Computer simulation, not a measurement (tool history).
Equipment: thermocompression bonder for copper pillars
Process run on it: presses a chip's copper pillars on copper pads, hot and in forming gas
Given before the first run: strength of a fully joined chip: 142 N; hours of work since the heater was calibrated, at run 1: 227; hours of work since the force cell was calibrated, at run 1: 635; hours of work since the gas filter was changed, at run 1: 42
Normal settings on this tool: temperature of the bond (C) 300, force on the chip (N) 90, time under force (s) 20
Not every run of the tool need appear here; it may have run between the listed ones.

run,hour,temperature of the bond (C),force on the chip (N),time under force (s),hours of work since the heater was calibrated,hours of work since the force cell was calibrated,hours of work since the gas filter was changed,force that shears a chip off (N)
1,0.0,300,90,20,227,635,42,78.4
2,64.2,300,90,20,272,680,88,75.7
3,110.1,313,90,20,304,712,120,81.9
4,195.3,300,90,20,365,773,180,72.3
# hour 207.5: forming gas filter changed
5,252.9,300,90,20,405,813,32,78.5
6,307.6,300,90,20,444,852,71,77.9
7,391.7,300,90,20,503,911,130,75.0
8,438.7,300,90,20,536,944,163,74.1
# hour 475.8: forming gas filter changed
9,522.8,300,90,15,595,1003,33,72.0
10,605.6,300,90,15,653,1062,92,69.1
11,683.5,300,113,20,709,1117,147,84.4
# hour 744.6: forming gas filter changed
12,765.6,300,90,20,766,1174,15,81.2
13,854.1,300,90,13,829,1237,77,67.5
14,932.2,300,90,13,884,1292,132,66.3
# hour 1007.4: forming gas filter changed
15,1010.7,300,90,20,939,1347,2,82.3
16,1047.2,300,90,20,964,1372,28,81.1
17,1136.3,300,90,22,1027,1435,91,80.9
18,1178.2,300,90,20,1057,1465,121,76.4
# hour 1185.9: force cell calibrated
19,1255.2,300,90,20,1110,49,174,73.0
# hour 1271.9: forming gas filter changed
# hour 1307.0: heater calibrated with a thermocouple chip
20,1340.7,286,79,20,24,107,47,58.8
21,1386.3,307,58,20,56,140,79,56.0
# hour 1448.6: force cell calibrated, once more
22,1448.6,307,58,20,99,0,122,58.4
23,1496.0,283,90,35,132,33,156,75.9
# hour 1539.5: forming gas filter changed
24,1585.3,283,90,35,195,96,32,82.6
25,1662.2,283,90,35,249,150,87,80.4
26,1718.7,283,90,35,289,190,126,78.4
27,1780.5,283,90,35,333,234,170,75.7
# hour 1804.6: forming gas filter changed
28,1853.8,283,90,35,384,285,35,82.6
29,1917.1,294,122,37,429,330,79,104.3
30,1998.0,294,122,37,486,387,136,99.1
31,2041.1,299,65,37,516,417,167,71.3
# hour 2072.2: forming gas filter changed
32,2118.5,299,65,37,571,472,33,78.4
33,2208.3,299,131,14,634,535,96,86.3
34,2251.6,300,110,37,665,566,127,100.4
35,2313.7,273,110,42,708,610,170,84.7
# hour 2340.0: forming gas filter changed
36,2371.4,273,110,42,749,650,22,93.5
37,2454.1,273,110,42,807,708,80,89.4
38,2493.7,284,68,11,835,736,108,44.2

Here are 5 independent what-if runs from the current tool condition. What would each one return?
A,2565.4,284,68,16,886,787,159,?
B,2565.4,325,57,20,886,787,159,?
C,2565.4,273,55,25,886,787,159,?
D,2565.4,299,68,22,886,787,159,?
E,2565.4,279,68,11,886,787,159,?

run,force that shears a chip off (N)
A,50.0
B,67.7
C,45.8
D,64.1
E,41.1
With no hidden state in the tool, these same runs would have given:
run,force that shears a chip off (N)
A,52.5
B,72.2
C,47.8
D,67.9
E,43.0

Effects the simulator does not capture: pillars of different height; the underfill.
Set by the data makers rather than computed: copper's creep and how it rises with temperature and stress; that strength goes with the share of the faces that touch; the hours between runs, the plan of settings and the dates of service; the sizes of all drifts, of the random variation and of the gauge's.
